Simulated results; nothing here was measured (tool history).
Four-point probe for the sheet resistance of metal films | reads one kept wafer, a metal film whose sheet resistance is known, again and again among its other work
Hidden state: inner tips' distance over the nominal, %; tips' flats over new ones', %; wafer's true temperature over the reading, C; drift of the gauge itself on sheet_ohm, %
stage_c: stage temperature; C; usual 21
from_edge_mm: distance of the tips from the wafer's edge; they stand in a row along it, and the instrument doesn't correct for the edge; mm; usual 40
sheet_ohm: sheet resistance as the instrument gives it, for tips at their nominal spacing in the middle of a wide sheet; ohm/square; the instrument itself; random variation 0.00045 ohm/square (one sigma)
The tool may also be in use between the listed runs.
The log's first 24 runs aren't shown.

run,hour,stage_c,from_edge_mm,touches since the probe head was changed,hours of work since the stage's thermometer was calibrated,sheet_ohm
25,851.9,25,56,25347,1302,2.220835
26,879.9,29,7,26146,1317,2.227812
27,902.6,24,43,26794,1329,2.222952
28,934.4,30,40,27700,1345,2.217989
29,963,24,4,28518,1360,2.251721
30,1004.4,25,4,29698,1382,2.252037
31,1040.6,25,4,30731,1401,2.251265
32,1072.5,26,4,31641,1417,2.250094
33,1113.4,26,4,32807,1439,2.250609
34,1157.7,26,22,34071,1462,2.222199
35,1201.6,26,22,35323,1485,2.222149
36,1229.7,21,21,36126,1500,2.226032
37,1253.5,20,22,36806,1512,2.226827
38,1297.3,21,16,38053,1535,2.22739
# hour 1328.9: stage's thermometer calibrated
39,1342.6,28,5,39333,7,2.237963
40,1374.5,25,41,40241,24,2.221287
41,1407.8,28,59,41191,41,2.218489
42,1447.7,33,40,42329,62,2.215288
43,1494.4,19,15,43662,86,2.22837
44,1535.2,19,15,44827,108,2.229138

4 ways to go on from here, each from the tool as it stands after run 44. What would each give?
A,1581.3,21,6,46140,132,?
B,1581.3,33,12,46140,132,?
C,1581.3,21,5,46140,132,?
D,1581.3,32,9,46140,132,?

run,sheet_ohm
A,2.238538
B,2.218077
C,2.244295
D,2.221306
Without the tool's hidden state the same runs would have given:
run,sheet_ohm
A,2.238951
B,2.218488
C,2.24471
D,2.221717
